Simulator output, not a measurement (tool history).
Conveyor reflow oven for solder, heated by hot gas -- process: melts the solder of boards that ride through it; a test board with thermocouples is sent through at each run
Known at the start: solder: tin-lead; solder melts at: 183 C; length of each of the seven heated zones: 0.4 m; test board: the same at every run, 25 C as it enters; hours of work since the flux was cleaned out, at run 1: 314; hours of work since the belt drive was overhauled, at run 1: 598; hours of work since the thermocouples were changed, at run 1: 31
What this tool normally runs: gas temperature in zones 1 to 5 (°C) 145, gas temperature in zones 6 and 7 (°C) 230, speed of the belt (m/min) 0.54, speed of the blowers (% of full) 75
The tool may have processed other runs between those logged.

run   hour  gas temperature in zones 1 to 5 (°C)  gas temperature in zones 6 and 7 (°C)  speed of the belt (m/min)  speed of the blowers (% of full)  hours of work since the flux was cleaned out  hours of work since the belt drive was overhauled  hours of work since the thermocouples were changed  highest temperature of the board (°C)  time above the solder's melting point (s)
  1      0                                   145                                    230                       0.54                                75                                           314                                                598                                                  31                                  211.6                                       63.6
  2   19.9                                   145                                    230                       0.54                                75                                           327                                                611                                                  44                                  211.3                                       63.6
  3   37.8                                   145                                    230                       0.54                                75                                           339                                                623                                                  56                                  211.4                                       62.9
  4   50.9                                   145                                    230                       0.54                                75                                           347                                                632                                                  65                                  211.2                                       63.2
  5   71.8                                   145                                    230                       0.54                                75                                           361                                                645                                                  79                                  211.3                                       63.1
  6   93.2                                   145                                    230                       0.54                                75                                           375                                                660                                                  93                                  211.3                                       62.6
  7  113.6                                   145                                    230                       0.54                                82                                           389                                                673                                                 106                                  212.5                                       64.8
  8  126.1                                   145                                    230                       0.54                                82                                           397                                                681                                                 114                                    213                                       65.3
  9  136.8                                   145                                    230                      0.607                                82                                           404                                                688                                                 121                                  208.8                                       52.7
 10  152.6                                   145                                    230                      0.607                                82                                           414                                                699                                                 132                                  208.7                                       52.9
 11  162.4                                   145                                    230                       0.54                                75                                           421                                                705                                                 138                                  210.7                                       62.9
 12    174                                   131                                    230                       0.54                                75                                           428                                                713                                                 146                                  207.3                                       52.4
 13  192.2                                   131                                    230                       0.54                                75                                           440                                                725                                                 158                                  207.6                                       51.9
 14  210.5                                   131                                    230                       0.54                                75                                           452                                                737                                                 170                                  207.3                                         52
     232.7  -- flux residue cleaned out of gas plates and filters
 15  234.4                                   131                                    230                       0.54                                75                                             1                                                749                                                 182                                  211.4                                         58
 16  253.2                                   131                                    230                       0.54                                75                                            13                                                762                                                 195                                  211.4                                       58.1
 17  265.2                                   154                                    224                       0.54                                75                                            21                                                769                                                 203                                  210.3                                       68.8
 18  285.7                                   154                                    224                       0.54                                75                                            35                                                783                                                 216                                  210.2                                       68.2
 19  296.9                                   142                                    230                       0.54                                67                                            42                                                790                                                 223                                  210.7                                       60.9
 20  306.6                                   142                                    230                       0.54                                67                                            49                                                797                                                 230                                  210.4                                       61.1
 21  325.6                                   142                                    243                      0.519                                67                                            61                                                809                                                 242                                    222                                       74.6
 22  345.5                                   142                                    232                      0.465                                67                                            74                                                822                                                 255                                  216.5                                       78.9
 23  357.9                                   142                                    232                      0.465                                67                                            82                                                830                                                 264                                  216.4                                       78.9
 24  375.9                                   142                                    232                      0.536                                63                                            94                                                842                                                 275                                  210.6                                       60.9
 25  388.8                                   142                                    225                      0.472                                67                                           103                                                851                                                 284                                    210                                       70.7
 26    412                                   142                                    225                      0.472                                67                                           118                                                866                                                 299                                  209.6                                       70.6
 27  427.2                                   130                                    225                       0.52                                57                                           128                                                876                                                 309                                  200.1                                       43.1
 28  442.9                                   132                                    230                      0.451                                85                                           138                                                886                                                 319                                  218.2                                       80.5
 29  456.6                                   132                                    230                      0.451                                85                                           147                                                895                                                 328                                  217.9                                       80.1
 30  469.1                                   140                                    230                      0.526                                58                                           156                                                904                                                 337                                  206.6                                       55.5

Describe how what the log doesn't record of the tool's condition differs between the last listed run preceding each entry between runs and the first listed run following it.
From run 14 to run 15: flux residue cleaned out of gas plates and filters (hour 232.7)
  heat that the gas passes to the board, % of a clean oven's: 87.3 -> 99.5; belt's true speed, % of the reading: 99.07 -> 99.05; true gas temperature in zones 6 and 7 over the reading, C: 0 -> -0.03
  difference, measured minus the result without the unlogged condition, highest temperature of the board (°C): -4 -> +0.1; time above the solder's melting point (s): -5.4 -> +0.7
